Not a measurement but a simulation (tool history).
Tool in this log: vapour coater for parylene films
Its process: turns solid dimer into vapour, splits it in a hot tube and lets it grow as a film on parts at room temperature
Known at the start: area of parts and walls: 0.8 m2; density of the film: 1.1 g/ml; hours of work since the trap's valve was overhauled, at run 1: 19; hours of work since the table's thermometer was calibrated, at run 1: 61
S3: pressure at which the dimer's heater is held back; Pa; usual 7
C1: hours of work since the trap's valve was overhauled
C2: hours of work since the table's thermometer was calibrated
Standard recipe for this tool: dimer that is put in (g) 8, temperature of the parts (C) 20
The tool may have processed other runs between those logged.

{"run": 1, "hour": 0.0, "dimer that is put in (g)": 8, "temperature of the parts (C)": 20, "S3": 7, "C1": 19, "C2": 61, "thickness of the film (um)": 5.49}
{"run": 2, "hour": 12.7, "dimer that is put in (g)": 8, "temperature of the parts (C)": 21, "S3": 7, "C1": 30, "C2": 71, "thickness of the film (um)": 5.38}
{"run": 3, "hour": 28.7, "dimer that is put in (g)": 8, "temperature of the parts (C)": 21, "S3": 7, "C1": 43, "C2": 85, "thickness of the film (um)": 5.36}
{"run": 4, "hour": 44.1, "dimer that is put in (g)": 8, "temperature of the parts (C)": 30, "S3": 7, "C1": 56, "C2": 97, "thickness of the film (um)": 4.53}
{"run": 5, "hour": 50.5, "dimer that is put in (g)": 8, "temperature of the parts (C)": 30, "S3": 7, "C1": 61, "C2": 102, "thickness of the film (um)": 4.54}
{"run": 6, "hour": 60.8, "dimer that is put in (g)": 8, "temperature of the parts (C)": 20, "S3": 7, "C1": 69, "C2": 111, "thickness of the film (um)": 5.41}
{"run": 7, "hour": 72.6, "dimer that is put in (g)": 8, "temperature of the parts (C)": 20, "S3": 7, "C1": 79, "C2": 121, "thickness of the film (um)": 5.44}
{"run": 8, "hour": 84.1, "dimer that is put in (g)": 8, "temperature of the parts (C)": 20, "S3": 7, "C1": 88, "C2": 130, "thickness of the film (um)": 5.43}
{"run": 9, "hour": 90.8, "dimer that is put in (g)": 8, "temperature of the parts (C)": 24, "S3": 7, "C1": 94, "C2": 135, "thickness of the film (um)": 5.02}
{"run": 10, "hour": 99.4, "dimer that is put in (g)": 8, "temperature of the parts (C)": 24, "S3": 7, "C1": 101, "C2": 142, "thickness of the film (um)": 5.02}
{"run": 11, "hour": 112.6, "dimer that is put in (g)": 8, "temperature of the parts (C)": 24, "S3": 7, "C1": 112, "C2": 153, "thickness of the film (um)": 5.01}
{"run": 12, "hour": 121.1, "dimer that is put in (g)": 8, "temperature of the parts (C)": 24, "S3": 7, "C1": 119, "C2": 160, "thickness of the film (um)": 4.98}
{"run": 13, "hour": 132.6, "dimer that is put in (g)": 8, "temperature of the parts (C)": 20, "S3": 7, "C1": 128, "C2": 170, "thickness of the film (um)": 5.33}
{"run": 14, "hour": 143.0, "dimer that is put in (g)": 8, "temperature of the parts (C)": 20, "S3": 7, "C1": 137, "C2": 178, "thickness of the film (um)": 5.3}
{"run": 15, "hour": 149.6, "dimer that is put in (g)": 11, "temperature of the parts (C)": 20, "S3": 7, "C1": 142, "C2": 184, "thickness of the film (um)": 7.39}
{"run": 16, "hour": 158.4, "dimer that is put in (g)": 11, "temperature of the parts (C)": 20, "S3": 7, "C1": 149, "C2": 191, "thickness of the film (um)": 7.27}
{"run": 17, "hour": 171.4, "dimer that is put in (g)": 11, "temperature of the parts (C)": 20, "S3": 7, "C1": 160, "C2": 201, "thickness of the film (um)": 7.3}
{"run": 18, "hour": 180.9, "dimer that is put in (g)": 11, "temperature of the parts (C)": 20, "S3": 7, "C1": 168, "C2": 209, "thickness of the film (um)": 7.28}
{"run": 19, "hour": 195.4, "dimer that is put in (g)": 8, "temperature of the parts (C)": 23, "S3": 3.5, "C1": 180, "C2": 221, "thickness of the film (um)": 5.48}
{"hour": 200.3, "done": "trap's valve overhauled"}
{"run": 20, "hour": 209.8, "dimer that is put in (g)": 3, "temperature of the parts (C)": 15, "S3": 3.58, "C1": 8, "C2": 230, "thickness of the film (um)": 2.27}
{"run": 21, "hour": 216.8, "dimer that is put in (g)": 12, "temperature of the parts (C)": 13, "S3": 5.04, "C1": 13, "C2": 235, "thickness of the film (um)": 9.01}
{"hour": 232.4, "done": "trap's valve overhauled, once more"}
{"run": 22, "hour": 235.7, "dimer that is put in (g)": 4, "temperature of the parts (C)": 26, "S3": 2.33, "C1": 3, "C2": 248, "thickness of the film (um)": 2.84}
{"run": 23, "hour": 249.5, "dimer that is put in (g)": 3, "temperature of the parts (C)": 26, "S3": 5.58, "C1": 14, "C2": 259, "thickness of the film (um)": 1.91}
{"run": 24, "hour": 264.6, "dimer that is put in (g)": 10, "temperature of the parts (C)": 32, "S3": 3.89, "C1": 26, "C2": 271, "thickness of the film (um)": 5.95}
{"run": 25, "hour": 275.2, "dimer that is put in (g)": 7, "temperature of the parts (C)": 20, "S3": 7, "C1": 35, "C2": 280, "thickness of the film (um)": 4.79}
{"run": 26, "hour": 283.3, "dimer that is put in (g)": 7, "temperature of the parts (C)": 20, "S3": 7, "C1": 42, "C2": 287, "thickness of the film (um)": 4.76}
{"run": 27, "hour": 294.6, "dimer that is put in (g)": 7, "temperature of the parts (C)": 20, "S3": 7, "C1": 51, "C2": 296, "thickness of the film (um)": 4.77}
{"run": 28, "hour": 304.4, "dimer that is put in (g)": 5, "temperature of the parts (C)": 21, "S3": 11.43, "C1": 59, "C2": 304, "thickness of the film (um)": 3.14}
{"run": 29, "hour": 318.8, "dimer that is put in (g)": 5, "temperature of the parts (C)": 21, "S3": 11.43, "C1": 71, "C2": 316, "thickness of the film (um)": 3.18}
{"run": 30, "hour": 329.3, "dimer that is put in (g)": 5, "temperature of the parts (C)": 21, "S3": 11.43, "C1": 79, "C2": 324, "thickness of the film (um)": 3.12}
{"run": 31, "hour": 342.8, "dimer that is put in (g)": 5, "temperature of the parts (C)": 21, "S3": 11.43, "C1": 90, "C2": 335, "thickness of the film (um)": 3.13}
{"run": 32, "hour": 350.1, "dimer that is put in (g)": 5, "temperature of the parts (C)": 29, "S3": 3.84, "C1": 96, "C2": 341, "thickness of the film (um)": 3.06}
{"run": 33, "hour": 364.6, "dimer that is put in (g)": 5, "temperature of the parts (C)": 29, "S3": 3.84, "C1": 108, "C2": 353, "thickness of the film (um)": 3.07}
{"run": 34, "hour": 374.7, "dimer that is put in (g)": 12, "temperature of the parts (C)": 21, "S3": 5.07, "C1": 117, "C2": 361, "thickness of the film (um)": 8.2}
{"run": 35, "hour": 386.4, "dimer that is put in (g)": 5, "temperature of the parts (C)": 26, "S3": 7, "C1": 126, "C2": 371, "thickness of the film (um)": 2.98}
{"run": 36, "hour": 402.0, "dimer that is put in (g)": 12, "temperature of the parts (C)": 26, "S3": 2.72, "C1": 139, "C2": 384, "thickness of the film (um)": 8.07}

Each row is a separate what-if for the run after 36, all from the same tool condition, not one after another. Results?
{"run": "A", "hour": 413.8, "dimer that is put in (g)": 8, "temperature of the parts (C)": 26, "S3": 10.09, "C1": 149, "C2": 394, "thickness of the film (um)": "?"}
{"run": "B", "hour": 413.8, "dimer that is put in (g)": 12, "temperature of the parts (C)": 26, "S3": 2.39, "C1": 149, "C2": 394, "thickness of the film (um)": "?"}
{"run": "C", "hour": 413.8, "dimer that is put in (g)": 8, "temperature of the parts (C)": 20, "S3": 7.96, "C1": 149, "C2": 394, "thickness of the film (um)": "?"}
{"run": "D", "hour": 413.8, "dimer that is put in (g)": 12, "temperature of the parts (C)": 20, "S3": 7, "C1": 149, "C2": 394, "thickness of the film (um)": "?"}

run=A thickness_of_the_film_(um)=4.58
run=B thickness_of_the_film_(um)=8.13
run=C thickness_of_the_film_(um)=5.24
run=D thickness_of_the_film_(um)=8.03
Take away the tool's hidden state, keep each run's random variation, and the runs would have read:
run=A thickness_of_the_film_(um)=4.77
run=B thickness_of_the_film_(um)=8.46
run=C thickness_of_the_film_(um)=5.45
run=D thickness_of_the_film_(um)=8.35
